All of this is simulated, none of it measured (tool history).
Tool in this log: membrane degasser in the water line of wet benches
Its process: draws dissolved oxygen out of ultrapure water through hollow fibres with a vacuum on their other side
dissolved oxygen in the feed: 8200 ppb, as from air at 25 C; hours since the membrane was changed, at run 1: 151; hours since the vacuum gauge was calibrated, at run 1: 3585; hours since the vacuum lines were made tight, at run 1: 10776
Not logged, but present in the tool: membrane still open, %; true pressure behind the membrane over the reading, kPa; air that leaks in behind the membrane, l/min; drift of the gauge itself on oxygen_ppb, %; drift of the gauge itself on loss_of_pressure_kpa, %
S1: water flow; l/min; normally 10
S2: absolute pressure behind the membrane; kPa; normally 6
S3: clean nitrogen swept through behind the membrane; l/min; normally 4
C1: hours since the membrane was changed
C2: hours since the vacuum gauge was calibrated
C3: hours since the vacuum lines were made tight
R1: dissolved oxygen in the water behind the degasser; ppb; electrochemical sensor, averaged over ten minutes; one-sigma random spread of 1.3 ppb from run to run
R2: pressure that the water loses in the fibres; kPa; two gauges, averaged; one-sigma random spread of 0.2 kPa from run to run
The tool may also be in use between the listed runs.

run   hour  S1    S2    S3   C1    C2     C3     R1     R2
  1      0  10     6     4  151  3585  10776  131.6  43.15
  2   46.4  10     6  2.54  197  3631  10822  142.5  43.11
  3  123.9  14     6     4  275  3709  10900  248.3  60.33
  4  158.2  10  4.02     4  309  3743  10934  122.2  43.42
  5  205.8  10  4.02     4  356  3791  10981  120.6   43.1
  6  270.9  10  4.02     4  422  3856  11046    123  43.19
  7  327.1  10   4.4  7.58  478  3912  11103  120.6  43.39
  8  373.7  10   4.4  7.58  524  3959  11149  120.3  43.34
  9  445.3   9   4.4  2.71  596  4030  11221  101.6  39.17
 10  500.1   9   4.4  2.71  651  4085  11276  104.4  39.02

Forecast each of these 3 alternatives for the next run:
  A  556.8  14  14.21  2.96  707  4142  11332   ?   ?
  B  556.8   9   3.72  2.71  707  4142  11332   ?   ?
  C  556.8   9    4.4  4.17  707  4142  11332   ?   ?

run     R1     R2
  A  341.5  60.73
  B   97.3  38.87
  C  100.3  38.54
Take away the tool's hidden state, keep each run's random variation, and the runs would have read:
run     R1     R2
  A  333.6  60.52
  B     95  38.73
  C     98   38.4
